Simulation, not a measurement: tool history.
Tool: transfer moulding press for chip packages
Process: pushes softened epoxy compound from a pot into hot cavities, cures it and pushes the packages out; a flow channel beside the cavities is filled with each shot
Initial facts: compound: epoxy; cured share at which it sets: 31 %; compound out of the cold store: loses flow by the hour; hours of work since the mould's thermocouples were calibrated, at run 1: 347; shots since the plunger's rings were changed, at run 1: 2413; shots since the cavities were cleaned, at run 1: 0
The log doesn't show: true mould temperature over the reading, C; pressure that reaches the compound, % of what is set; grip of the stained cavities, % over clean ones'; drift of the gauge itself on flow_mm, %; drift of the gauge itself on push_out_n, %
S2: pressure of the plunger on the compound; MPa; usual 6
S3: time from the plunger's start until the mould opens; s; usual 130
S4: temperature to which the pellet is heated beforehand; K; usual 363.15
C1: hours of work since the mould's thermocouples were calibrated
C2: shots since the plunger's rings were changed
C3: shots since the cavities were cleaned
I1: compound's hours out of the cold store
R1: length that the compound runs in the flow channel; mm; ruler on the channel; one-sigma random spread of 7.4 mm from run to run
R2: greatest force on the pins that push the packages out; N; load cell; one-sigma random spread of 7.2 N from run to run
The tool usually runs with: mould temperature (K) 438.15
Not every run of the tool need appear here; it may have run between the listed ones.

Run 1, hour 0: usual settings; C1 347; C2 2413; C3 0; I1 26.8. Result: R1 836 mm, R2 296 N.
Run 2, hour 10.6: usual settings; C1 352; C2 2475; C3 62; I1 45.7. Result: R1 783 mm, R2 323 N.
Run 3, hour 24.7: usual settings but S3 167 s; C1 358; C2 2557; C3 144; I1 36.2. Result: R1 803 mm, R2 313 N.
Run 4, hour 48.5: usual settings but S4 372.15 K; C1 368; C2 2696; C3 283; I1 13.4. Result: R1 888 mm, R2 382 N.
Run 5, hour 70.6: usual settings; C1 377; C2 2825; C3 412; I1 32.4. Result: R1 822 mm, R2 387 N.
Run 6, hour 85.3: usual settings but mould temperature (K) 437.15; C1 384; C2 2911; C3 498; I1 34.3. Result: R1 823 mm, R2 401 N.
Run 7, hour 100.6: usual settings; C1 390; C2 3000; C3 587; I1 45.7. Result: R1 783 mm, R2 392 N.
Run 8, hour 124.8: usual settings; C1 401; C2 3141; C3 728; I1 22.1. Result: R1 858 mm, R2 415 N.
Run 9, hour 139.8: usual settings; C1 407; C2 3229; C3 816; I1 18.5. Result: R1 850 mm, R2 435 N.
Run 10, hour 156.2: usual settings but mould temperature (K) 437.15; C1 414; C2 3325; C3 912; I1 44.6. Result: R1 778 mm, R2 427 N.
At hour 164.7: cavities cleaned with cleaning compound and waxed.
Run 11, hour 169.5: usual settings but mould temperature (K) 437.15; C1 419; C2 3393; C3 28; I1 15.3. Result: R1 853 mm, R2 317 N.
Run 12, hour 179.4: usual settings but S2 6.72 MPa; C1 424; C2 3451; C3 86; I1 35.1. Result: R1 860 mm, R2 333 N.
Run 13, hour 189.5: usual settings but S2 6.72 MPa; C1 428; C2 3510; C3 145; I1 23.3. Result: R1 889 mm, R2 354 N.
Run 14, hour 200: usual settings but S2 6.72 MPa; C1 432; C2 3572; C3 207; I1 40.8. Result: R1 820 mm, R2 348 N.
Run 15, hour 221.7: usual settings but mould temperature (K) 431.15, S2 5.67 MPa, S3 168 s; C1 442; C2 3698; C3 333; I1 24.4. Result: R1 840 mm, R2 377 N.
Run 16, hour 244.1: usual settings but mould temperature (K) 431.15, S2 5.67 MPa, S3 168 s; C1 451; C2 3829; C3 464; I1 24.2. Result: R1 833 mm, R2 402 N.
Run 17, hour 268.1: usual settings but mould temperature (K) 431.15, S2 4.9 MPa, S3 128 s; C1 462; C2 3969; C3 604; I1 28. Result: R1 763 mm, R2 588 N.
Run 18, hour 287.8: usual settings but mould temperature (K) 431.15, S2 4.9 MPa, S3 128 s; C1 470; C2 4084; C3 719; I1 36.1. Result: R1 735 mm, R2 611 N.
Run 19, hour 300.3: usual settings but mould temperature (K) 433.15, S2 4.78 MPa; C1 476; C2 4157; C3 792; I1 24.9. Result: R1 752 mm, R2 517 N.
Run 20, hour 320: usual settings but mould temperature (K) 433.15, S2 4.78 MPa; C1 484; C2 4272; C3 907; I1 15.5. Result: R1 766 mm, R2 525 N.
At hour 329.7: cavities cleaned with cleaning compound and waxed.
Run 21, hour 345.7: usual settings but mould temperature (K) 435.15, S3 138 s, S4 358.15 K; C1 494; C2 4414; C3 94; I1 36.5. Result: R1 797 mm, R2 344 N.
Run 22, hour 362.8: usual settings but mould temperature (K) 435.15, S3 155 s, S4 358.15 K; C1 502; C2 4513; C3 193; I1 22.9. Result: R1 841 mm, R2 339 N.
Run 23, hour 386.8: usual settings but mould temperature (K) 441.15, S2 5.36 MPa; C1 512; C2 4653; C3 333; I1 29.5. Result: R1 756 mm, R2 364 N.
Run 24, hour 397.2: usual settings but mould temperature (K) 441.15, S2 5.45 MPa, S4 366.15 K; C1 517; C2 4714; C3 394; I1 22.8. Result: R1 774 mm, R2 373 N.
Run 25, hour 421.5: usual settings but S2 6.17 MPa; C1 527; C2 4856; C3 536; I1 16.8. Result: R1 863 mm, R2 420 N.
Run 26, hour 433.9: usual settings but S2 6.17 MPa; C1 532; C2 4928; C3 608; I1 25.1. Result: R1 819 mm, R2 400 N.
Run 27, hour 458.5: usual settings but S2 6.2 MPa, S3 115 s, S4 361.15 K; C1 543; C2 5072; C3 752; I1 21. Result: R1 862 mm, R2 479 N.
Run 28, hour 474.7: usual settings but S2 6.27 MPa, S3 143 s, S4 361.15 K; C1 550; C2 5167; C3 847; I1 28.6. Result: R1 816 mm, R2 426 N.

What if the next run were any one of these 5? Each begins from the tool's condition after run 28:
Run A, hour 484.9: usual settings but mould temperature (K) 433.15, S2 6.27 MPa, S3 143 s, S4 361.15 K; C1 554; C2 5227; C3 907; I1 42.9. Result: R1 ?, R2 ?.
Run B, hour 484.9: usual settings but S4 372.15 K; C1 554; C2 5227; C3 907; I1 11.9. Result: R1 ?, R2 ?.
Run C, hour 484.9: usual settings but S2 7.3 MPa, S3 111 s; C1 554; C2 5227; C3 907; I1 42.2. Result: R1 ?, R2 ?.
Run D, hour 484.9: usual settings but S2 5.21 MPa, S3 154 s; C1 554; C2 5227; C3 907; I1 45.2. Result: R1 ?, R2 ?.
Run E, hour 484.9: usual settings but mould temperature (K) 444.15, S4 372.15 K; C1 554; C2 5227; C3 907; I1 39.7. Result: R1 ?, R2 ?.

run   R1   R2
  A  793  473
  B  850  440
  C  847  496
  D  698  410
  E  754  412
Without the tool's hidden state the same runs would have given:
run   R1   R2
  A  849  322
  B  911  302
  C  907  337
  D  747  285
  E  808  288
